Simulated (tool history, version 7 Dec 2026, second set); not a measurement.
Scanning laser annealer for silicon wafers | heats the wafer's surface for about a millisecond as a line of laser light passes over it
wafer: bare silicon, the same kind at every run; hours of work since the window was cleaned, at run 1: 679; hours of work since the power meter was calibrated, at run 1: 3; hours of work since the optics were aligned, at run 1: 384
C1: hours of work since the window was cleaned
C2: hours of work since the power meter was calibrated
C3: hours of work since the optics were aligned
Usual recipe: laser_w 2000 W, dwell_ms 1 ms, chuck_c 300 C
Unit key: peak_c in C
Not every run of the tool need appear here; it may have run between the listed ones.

run 1 hour=0 | laser_w=2000 dwell_ms=1 chuck_c=300 | C1=679 C2=3 C3=384 | peak_c=1027
run 2 hour=17.1 | laser_w=2000 dwell_ms=1 chuck_c=335 | C1=689 C2=13 C3=394 | peak_c=1063
run 3 hour=35 | laser_w=2000 dwell_ms=1 chuck_c=335 | C1=699 C2=23 C3=404 | peak_c=1062
run 4 hour=59.7 | laser_w=2000 dwell_ms=1 chuck_c=335 | C1=713 C2=37 C3=418 | peak_c=1058
run 5 hour=83.6 | laser_w=2034 dwell_ms=1 chuck_c=300 | C1=727 C2=51 C3=431 | peak_c=1040
-- hour=88.3 window over the wafer cleaned
run 6 hour=114.8 | laser_w=2000 dwell_ms=1 chuck_c=298 | C1=15 C2=67 C3=448 | peak_c=1050
run 7 hour=144 | laser_w=2000 dwell_ms=1 chuck_c=298 | C1=32 C2=84 C3=465 | peak_c=1048
run 8 hour=174.7 | laser_w=2000 dwell_ms=1 chuck_c=298 | C1=49 C2=101 C3=482 | peak_c=1047
run 9 hour=200.2 | laser_w=2000 dwell_ms=1 chuck_c=298 | C1=64 C2=116 C3=497 | peak_c=1048
run 10 hour=219.1 | laser_w=2000 dwell_ms=1 chuck_c=298 | C1=74 C2=126 C3=507 | peak_c=1043
run 11 hour=248.5 | laser_w=2000 dwell_ms=1 chuck_c=298 | C1=91 C2=143 C3=524 | peak_c=1047
run 12 hour=269.6 | laser_w=2000 dwell_ms=1 chuck_c=298 | C1=103 C2=155 C3=536 | peak_c=1044
run 13 hour=291.2 | laser_w=2000 dwell_ms=1 chuck_c=298 | C1=115 C2=167 C3=548 | peak_c=1042
run 14 hour=306 | laser_w=2000 dwell_ms=1 chuck_c=289 | C1=124 C2=176 C3=557 | peak_c=1036
run 15 hour=320.1 | laser_w=1771 dwell_ms=1 chuck_c=289 | C1=132 C2=184 C3=565 | peak_c=948
run 16 hour=347.3 | laser_w=1771 dwell_ms=1 chuck_c=289 | C1=147 C2=199 C3=580 | peak_c=948
run 17 hour=366.4 | laser_w=2035 dwell_ms=1 chuck_c=300 | C1=158 C2=210 C3=591 | peak_c=1056
run 18 hour=390.1 | laser_w=2035 dwell_ms=1 chuck_c=300 | C1=172 C2=224 C3=605 | peak_c=1056
run 19 hour=418.9 | laser_w=2035 dwell_ms=1 chuck_c=300 | C1=188 C2=240 C3=621 | peak_c=1055
run 20 hour=444.3 | laser_w=2151 dwell_ms=1 chuck_c=300 | C1=202 C2=254 C3=635 | peak_c=1098
run 21 hour=471.8 | laser_w=2151 dwell_ms=1 chuck_c=300 | C1=218 C2=270 C3=651 | peak_c=1094
run 22 hour=497.1 | laser_w=2151 dwell_ms=1 chuck_c=300 | C1=232 C2=285 C3=665 | peak_c=1094
run 23 hour=509.7 | laser_w=2106 dwell_ms=0.75 chuck_c=280 | C1=240 C2=292 C3=673 | peak_c=942
run 24 hour=540.2 | laser_w=2106 dwell_ms=0.75 chuck_c=280 | C1=257 C2=309 C3=690 | peak_c=937
run 25 hour=560.5 | laser_w=1779 dwell_ms=0.95 chuck_c=317 | C1=268 C2=321 C3=701 | peak_c=954
run 26 hour=586.6 | laser_w=1779 dwell_ms=0.95 chuck_c=317 | C1=283 C2=335 C3=716 | peak_c=953
run 27 hour=609.1 | laser_w=2000 dwell_ms=1 chuck_c=262 | C1=296 C2=348 C3=729 | peak_c=998
run 28 hour=639.2 | laser_w=2000 dwell_ms=1.13 chuck_c=278 | C1=313 C2=365 C3=746 | peak_c=1069
run 29 hour=655.2 | laser_w=1850 dwell_ms=1.18 chuck_c=334 | C1=322 C2=374 C3=755 | peak_c=1078
run 30 hour=677.1 | laser_w=1876 dwell_ms=0.97 chuck_c=308 | C1=335 C2=387 C3=768 | peak_c=986
run 31 hour=692.2 | laser_w=2028 dwell_ms=0.97 chuck_c=263 | C1=343 C2=395 C3=776 | peak_c=989
run 32 hour=707.1 | laser_w=2028 dwell_ms=0.97 chuck_c=263 | C1=352 C2=404 C3=785 | peak_c=995
run 33 hour=729.5 | laser_w=1716 dwell_ms=0.85 chuck_c=300 | C1=365 C2=417 C3=798 | peak_c=870
-- hour=739.6 optics aligned, line set to its width
run 34 hour=748 | laser_w=2000 dwell_ms=0.95 chuck_c=275 | C1=372 C2=424 C3=5 | peak_c=996
run 35 hour=765.9 | laser_w=2000 dwell_ms=0.95 chuck_c=275 | C1=382 C2=434 C3=15 | peak_c=999
run 36 hour=790.8 | laser_w=1780 dwell_ms=1.06 chuck_c=300 | C1=397 C2=449 C3=29 | peak_c=985
run 37 hour=812.5 | laser_w=1780 dwell_ms=1.06 chuck_c=300 | C1=409 C2=461 C3=41 | peak_c=983
run 38 hour=826.2 | laser_w=1780 dwell_ms=1.06 chuck_c=300 | C1=417 C2=469 C3=49 | peak_c=984
run 39 hour=839.2 | laser_w=1803 dwell_ms=1.03 chuck_c=271 | C1=424 C2=476 C3=57 | peak_c=951
run 40 hour=856.2 | laser_w=1957 dwell_ms=0.98 chuck_c=284 | C1=434 C2=486 C3=66 | peak_c=999
run 41 hour=878.9 | laser_w=1717 dwell_ms=0.73 chuck_c=285 | C1=447 C2=499 C3=79 | peak_c=811

Take each entry between the runs: how does the hidden state at the last listed run before it differ from the hidden state at the first listed run after it?
After run 5, before run 6: window over the wafer cleaned (hour 88.3)
  light that passes the window, % of a clean one's: 96.44 -> 99.88; laser's true power over the reading, %: 0.13 -> 0.11; width of the line over the set one, %: 2.39 -> 2.47
  measured less the result without the state, peak_c: -34 -> -8 C
After run 33, before run 34: optics aligned, line set to its width (hour 739.6)
  light that passes the window, % of a clean one's: 98.38 -> 98.35; laser's true power over the reading, %: -0.2 -> -0.21; width of the line over the set one, %: 4.2 -> 0.19
  measured less the result without the state, peak_c: -21 -> -15 C

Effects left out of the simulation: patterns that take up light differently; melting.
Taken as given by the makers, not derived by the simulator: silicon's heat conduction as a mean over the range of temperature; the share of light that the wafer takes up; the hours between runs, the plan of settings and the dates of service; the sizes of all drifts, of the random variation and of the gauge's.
